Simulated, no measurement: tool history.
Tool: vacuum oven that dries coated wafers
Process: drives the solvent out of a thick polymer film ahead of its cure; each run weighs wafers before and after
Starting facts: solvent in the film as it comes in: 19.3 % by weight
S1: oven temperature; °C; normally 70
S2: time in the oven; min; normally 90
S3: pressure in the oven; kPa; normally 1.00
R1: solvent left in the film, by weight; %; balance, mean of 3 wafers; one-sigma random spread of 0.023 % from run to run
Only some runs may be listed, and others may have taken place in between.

{"run": 1, "day": 0.0, "S1": 70, "S2": 90, "S3": 1.0, "R1": 1.28}
{"run": 2, "day": 1.075, "S1": 70, "S2": 72, "S3": 1.0, "R1": 1.78}
{"run": 3, "day": 2.679, "S1": 70, "S2": 72, "S3": 1.0, "R1": 1.84}
{"run": 4, "day": 3.9, "S1": 70, "S2": 90, "S3": 1.0, "R1": 1.23}
{"run": 5, "day": 5.6, "S1": 70, "S2": 90, "S3": 1.0, "R1": 1.21}
{"run": 6, "day": 7.646, "S1": 61, "S2": 90, "S3": 1.0, "R1": 4.24}
{"day": 9.208, "done": "vacuum gauge cleaned of residue and calibrated"}
{"run": 7, "day": 9.483, "S1": 61, "S2": 90, "S3": 1.0, "R1": 4.15}
{"run": 8, "day": 11.004, "S1": 61, "S2": 90, "S3": 1.0, "R1": 4.15}
{"run": 9, "day": 13.571, "S1": 70, "S2": 90, "S3": 1.0, "R1": 1.05}
{"run": 10, "day": 15.967, "S1": 70, "S2": 90, "S3": 1.0, "R1": 1.1}
{"run": 11, "day": 17.138, "S1": 70, "S2": 90, "S3": 1.0, "R1": 1.12}
{"run": 12, "day": 19.2, "S1": 58, "S2": 90, "S3": 0.53, "R1": 5.24}
{"run": 13, "day": 20.725, "S1": 58, "S2": 90, "S3": 0.53, "R1": 5.3}
{"run": 14, "day": 22.062, "S1": 78, "S2": 49, "S3": 3.11, "R1": 1.54}
{"run": 15, "day": 23.454, "S1": 70, "S2": 97, "S3": 1.0, "R1": 0.95}
{"run": 16, "day": 25.254, "S1": 70, "S2": 97, "S3": 1.0, "R1": 0.94}
{"run": 17, "day": 27.4, "S1": 70, "S2": 97, "S3": 1.0, "R1": 0.97}

For run 18, what comes out?
{"run": 18, "day": 29.838, "S1": 78, "S2": 60, "S3": 1.0, "R1": "?"}

Run 18 produced R1 0.63 %.
The same run, on a tool lacking any hidden state, would have yielded R1 0.71 %.
